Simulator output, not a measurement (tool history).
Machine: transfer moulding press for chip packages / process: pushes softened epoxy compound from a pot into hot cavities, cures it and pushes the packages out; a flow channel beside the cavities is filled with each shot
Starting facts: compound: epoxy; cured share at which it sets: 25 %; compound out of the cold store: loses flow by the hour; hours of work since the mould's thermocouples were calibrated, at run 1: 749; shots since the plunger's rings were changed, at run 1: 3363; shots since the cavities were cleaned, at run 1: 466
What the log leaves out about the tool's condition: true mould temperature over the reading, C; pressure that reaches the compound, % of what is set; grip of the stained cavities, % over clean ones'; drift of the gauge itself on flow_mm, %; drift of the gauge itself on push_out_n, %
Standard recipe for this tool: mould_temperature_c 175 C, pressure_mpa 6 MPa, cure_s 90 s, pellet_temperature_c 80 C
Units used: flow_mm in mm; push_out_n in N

| run | hour | mould_temperature_c | pressure_mpa | cure_s | pellet_temperature_c | hours of work since the mould's thermocouples were calibrated | shots since the plunger's rings were changed | shots since the cavities were cleaned | incoming compound's hours out of the cold store | flow_mm | push_out_n |
|---|---|---|---|---|---|---|---|---|---|---|---|
| 1 | 0 | 175 | 6 | 90 | 80 | 749 | 3363 | 466 | 26.4 | 532 | 504 |
|  | 49.8 | cavities cleaned with cleaning compound and waxed |
| 2 | 84.8 | 175 | 6 | 90 | 80 | 802 | 4471 | 466 | 39.4 | 508 | 501 |
|  | 136.6 | plunger's sealing rings changed |
|  | 138.1 | cavities cleaned with cleaning compound and waxed |
| 3 | 139.5 | 175 | 6 | 90 | 80 | 833 | 19 | 19 | 32.1 | 522 | 513 |
|  | 224.2 | cavities cleaned with cleaning compound and waxed |
| 4 | 224.6 | 175 | 6 | 90 | 80 | 886 | 1131 | 5 | 23.7 | 542 | 518 |
|  | 247.5 | mould's thermocouples calibrated |
| 5 | 297.7 | 175 | 6 | 90 | 80 | 31 | 2077 | 951 | 44.4 | 497 | 513 |
|  | 311.5 | cavities cleaned with cleaning compound and waxed |
| 6 | 378.9 | 175 | 6 | 90 | 80 | 81 | 3137 | 896 | 39.1 | 511 | 478 |
|  | 394.8 | cavities cleaned with cleaning compound and waxed |
| 7 | 437.4 | 175 | 6 | 90 | 80 | 117 | 3895 | 566 | 15 | 555 | 541 |
|  | 477.3 | cavities cleaned with cleaning compound and waxed |
| 8 | 502.3 | 175 | 6 | 90 | 80 | 157 | 4740 | 333 | 36.9 | 511 | 481 |
|  | 533.8 | plunger's sealing rings changed |
|  | 565.2 | cavities cleaned with cleaning compound and waxed |
| 9 | 586.2 | 175 | 6 | 90 | 71 | 207 | 677 | 279 | 8.9 | 574 | 548 |
|  | 650.8 | cavities cleaned with cleaning compound and waxed |
| 10 | 670.9 | 175 | 6 | 90 | 71 | 259 | 1784 | 267 | 37.7 | 516 | 511 |
|  | 735.5 | cavities cleaned with cleaning compound and waxed |
| 11 | 738.9 | 175 | 6 | 93 | 80 | 300 | 2669 | 46 | 10.2 | 570 | 503 |
| 12 | 794.4 | 175 | 6 | 93 | 80 | 335 | 3408 | 785 | 14.5 | 555 | 507 |
|  | 818.3 | cavities cleaned with cleaning compound and waxed |
| 13 | 892.7 | 175 | 6 | 93 | 80 | 396 | 4696 | 990 | 43.1 | 502 | 437 |
|  | 903.5 | cavities cleaned with cleaning compound and waxed |
|  | 927.3 | plunger's sealing rings changed |
| 14 | 974.7 | 175 | 5.2 | 90 | 74 | 444 | 631 | 915 | 17.4 | 515 | 515 |
|  | 992.3 | cavities cleaned with cleaning compound and waxed |
| 15 | 1062.3 | 170 | 6.36 | 121 | 86 | 498 | 1776 | 931 | 22.4 | 560 | 402 |
|  | 1077.6 | cavities cleaned with cleaning compound and waxed |
|  | 1162.3 | cavities cleaned with cleaning compound and waxed |
| 16 | 1165.2 | 172 | 6.36 | 96 | 86 | 561 | 3105 | 39 | 12.2 | 590 | 566 |
|  | 1245.7 | cavities cleaned with cleaning compound and waxed |
| 17 | 1249.4 | 172 | 6.65 | 90 | 78 | 613 | 4205 | 48 | 15.5 | 584 | 667 |
|  | 1322.5 | plunger's sealing rings changed |
|  | 1330 | cavities cleaned with cleaning compound and waxed |
| 18 | 1342.2 | 172 | 6.65 | 90 | 78 | 668 | 243 | 164 | 36.2 | 544 | 624 |
| 19 | 1396.5 | 169 | 6.12 | 70 | 77 | 702 | 965 | 886 | 26.2 | 547 | 1283 |
|  | 1418.9 | cavities cleaned with cleaning compound and waxed |
| 20 | 1475.5 | 175 | 6 | 90 | 87 | 751 | 1996 | 753 | 28.9 | 523 | 502 |
|  | 1499.8 | cavities cleaned with cleaning compound and waxed |
| 21 | 1527.7 | 175 | 6 | 90 | 87 | 782 | 2670 | 371 | 44.9 | 490 | 464 |
|  | 1584 | cavities cleaned with cleaning compound and waxed |
| 22 | 1596.8 | 181 | 5.97 | 72 | 72 | 825 | 3570 | 170 | 11.6 | 561 | 597 |
|  | 1672.5 | cavities cleaned with cleaning compound and waxed |
| 23 | 1695 | 176 | 5.97 | 72 | 86 | 885 | 4857 | 300 | 10.4 | 568 | 866 |
|  | 1718.9 | mould's thermocouples calibrated |
|  | 1721.4 | plunger's sealing rings changed |
|  | 1759.9 | cavities cleaned with cleaning compound and waxed |
| 24 | 1759.9 | 176 | 5.97 | 72 | 86 | 23 | 493 | 0 | 19.1 | 544 | 813 |

Forecast run 25:
| 25 | 1823.5 | 176 | 5.97 | 72 | 86 | 63 | 1340 | 847 | 21.6 | ? | ? |

{"run 25": {"flow_mm": 536, "push_out_n": 830}}
With the hidden condition absent and the run-to-run variation left alone, this run would have shown flow_mm 536 mm, push_out_n 820 N.

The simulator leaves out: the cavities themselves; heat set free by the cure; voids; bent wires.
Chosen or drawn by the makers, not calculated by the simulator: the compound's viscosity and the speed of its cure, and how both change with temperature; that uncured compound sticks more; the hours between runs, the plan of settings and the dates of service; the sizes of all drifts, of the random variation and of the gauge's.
